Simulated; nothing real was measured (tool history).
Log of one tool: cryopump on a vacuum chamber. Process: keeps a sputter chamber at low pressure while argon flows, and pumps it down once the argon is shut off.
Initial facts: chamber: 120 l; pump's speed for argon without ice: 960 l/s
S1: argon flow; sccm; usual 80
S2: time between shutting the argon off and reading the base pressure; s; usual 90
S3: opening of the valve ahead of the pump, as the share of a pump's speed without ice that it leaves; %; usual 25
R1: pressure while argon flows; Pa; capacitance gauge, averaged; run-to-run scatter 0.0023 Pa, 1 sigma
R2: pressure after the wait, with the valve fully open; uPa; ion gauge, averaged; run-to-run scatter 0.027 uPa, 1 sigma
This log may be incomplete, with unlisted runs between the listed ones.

{"run": 1, "hour": 0.0, "S1": 80, "S2": 90, "S3": 25, "R1": 0.5709, "R2": 1.85}
{"run": 2, "hour": 51.7, "S1": 80, "S2": 90, "S3": 25, "R1": 0.5727, "R2": 1.83}
{"run": 3, "hour": 157.0, "S1": 80, "S2": 90, "S3": 25, "R1": 0.5771, "R2": 1.91}
{"run": 4, "hour": 221.1, "S1": 80, "S2": 90, "S3": 25, "R1": 0.5802, "R2": 2}
{"hour": 334.9, "done": "leaking fittings of the chamber tightened, without venting"}
{"run": 5, "hour": 347.5, "S1": 121, "S2": 90, "S3": 25, "R1": 0.8952, "R2": 1.26}
{"run": 6, "hour": 426.5, "S1": 121, "S2": 90, "S3": 25, "R1": 0.8965, "R2": 1.33}
{"run": 7, "hour": 520.1, "S1": 80, "S2": 90, "S3": 16, "R1": 0.9138, "R2": 1.32}
{"hour": 612.1, "done": "pump warmed up, emptied and cooled again"}
{"run": 8, "hour": 634.5, "S1": 80, "S2": 90, "S3": 25, "R1": 0.5647, "R2": 1.35}
{"run": 9, "hour": 706.9, "S1": 60, "S2": 90, "S3": 25, "R1": 0.4247, "R2": 1.3}
{"run": 10, "hour": 802.4, "S1": 60, "S2": 90, "S3": 25, "R1": 0.428, "R2": 1.4}
{"run": 11, "hour": 873.7, "S1": 80, "S2": 90, "S3": 30, "R1": 0.483, "R2": 1.41}
{"run": 12, "hour": 970.8, "S1": 80, "S2": 90, "S3": 30, "R1": 0.4908, "R2": 1.4}
{"run": 13, "hour": 1083.7, "S1": 80, "S2": 90, "S3": 25, "R1": 0.5887, "R2": 1.47}
{"run": 14, "hour": 1186.1, "S1": 80, "S2": 90, "S3": 25, "R1": 0.5948, "R2": 1.47}
{"run": 15, "hour": 1265.3, "S1": 80, "S2": 90, "S3": 38, "R1": 0.4094, "R2": 1.5}
{"hour": 1317.3, "done": "pump warmed up, emptied and cooled again"}
{"run": 16, "hour": 1397.2, "S1": 69, "S2": 50, "S3": 25, "R1": 0.4888, "R2": 2.08}
{"run": 17, "hour": 1452.8, "S1": 33, "S2": 194, "S3": 31, "R1": 0.1928, "R2": 0.95}
{"run": 18, "hour": 1546.9, "S1": 59, "S2": 37, "S3": 45, "R1": 0.2401, "R2": 2.73}
{"run": 19, "hour": 1634.2, "S1": 59, "S2": 172, "S3": 45, "R1": 0.2458, "R2": 1.07}

Run 20 has not been measured yet. What should we expect?
{"run": 20, "hour": 1750.1, "S1": 39, "S2": 172, "S3": 45, "R1": "?", "R2": "?"}

Logged for run 20: R1 0.1651 Pa, R2 1.1 uPa.
Take away the tool's hidden state, keep the run-to-run variation as it was, and the same run would have given R1 0.153 Pa, R2 0.78 uPa.
